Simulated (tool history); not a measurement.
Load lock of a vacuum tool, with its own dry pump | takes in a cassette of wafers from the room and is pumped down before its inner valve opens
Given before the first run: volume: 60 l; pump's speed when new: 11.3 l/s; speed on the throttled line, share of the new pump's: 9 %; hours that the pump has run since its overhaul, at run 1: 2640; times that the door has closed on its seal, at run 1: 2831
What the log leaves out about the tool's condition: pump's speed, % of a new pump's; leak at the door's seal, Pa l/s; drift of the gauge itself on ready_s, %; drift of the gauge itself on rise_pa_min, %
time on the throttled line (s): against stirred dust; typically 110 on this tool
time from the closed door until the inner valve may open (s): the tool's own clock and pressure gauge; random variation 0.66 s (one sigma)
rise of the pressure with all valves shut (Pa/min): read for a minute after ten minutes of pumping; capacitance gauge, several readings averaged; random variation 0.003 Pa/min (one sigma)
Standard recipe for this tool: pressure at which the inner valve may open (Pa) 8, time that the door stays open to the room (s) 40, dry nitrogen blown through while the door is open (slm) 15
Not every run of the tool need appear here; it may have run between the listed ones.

run,hour,time on the throttled line (s),pressure at which the inner valve may open (Pa),time that the door stays open to the room (s),dry nitrogen blown through while the door is open (slm),hours that the pump has run since its overhaul,times that the door has closed on its seal,"incoming humidity of the room's air, %",time from the closed door until the inner valve may open (s),rise of the pressure with all valves shut (Pa/min)
1,0.0,110,8,40,15,2640,2831,43.9,150.6,0.032
2,128.5,110,8,40,15,2768,3251,43.4,150.8,0.028
3,255.8,110,13,40,15,2896,3668,45.3,147.9,0.029
4,412.5,110,6,40,15,3052,4181,43.4,152.0,0.027
5,537.4,110,6,40,15,3177,4589,43.1,152.1,0.029
6,766.3,110,6,40,15,3406,5338,50.2,152.0,0.031
7,880.6,110,6,40,15,3520,5712,49.4,151.4,0.031
8,1000.7,110,6,40,15,3641,6105,46.1,151.2,0.032
9,1181.1,93,8,38,15,3821,6695,47.1,134.5,0.031
10,1416.9,93,8,38,15,4057,7466,40.1,135.0,0.026
11,1561.7,93,8,26,4,4202,7940,44.2,135.3,0.028
12,1689.1,93,8,26,4,4329,8357,41.2,135.4,0.022
13,1811.3,110,7,58,15,4451,8757,46.0,150.5,0.034
14,2046.3,110,7,58,15,4686,9525,44.9,151.5,0.035
15,2228.6,69,12,40,15,4868,10122,45.6,110.9,0.027

Each row is a separate what-if for the run after 15, all from the same tool condition, not one after another. Results?
A,2378.3,110,8,40,18,5018,10612,45.7,?,?
B,2378.3,69,7,40,15,5018,10612,44.5,?,?
C,2378.3,110,11,40,15,5018,10612,45.9,?,?
D,2378.3,69,12,40,13,5018,10612,43.4,?,?

run,time from the closed door until the inner valve may open (s),rise of the pressure with all valves shut (Pa/min)
A,149.9,0.023
B,114.0,0.029
C,148.1,0.029
D,110.7,0.025
Without the tool's unlogged condition, the same runs would have read:
run,time from the closed door until the inner valve may open (s),rise of the pressure with all valves shut (Pa/min)
A,149.9,0.023
B,114.0,0.029
C,148.1,0.028
D,110.7,0.025

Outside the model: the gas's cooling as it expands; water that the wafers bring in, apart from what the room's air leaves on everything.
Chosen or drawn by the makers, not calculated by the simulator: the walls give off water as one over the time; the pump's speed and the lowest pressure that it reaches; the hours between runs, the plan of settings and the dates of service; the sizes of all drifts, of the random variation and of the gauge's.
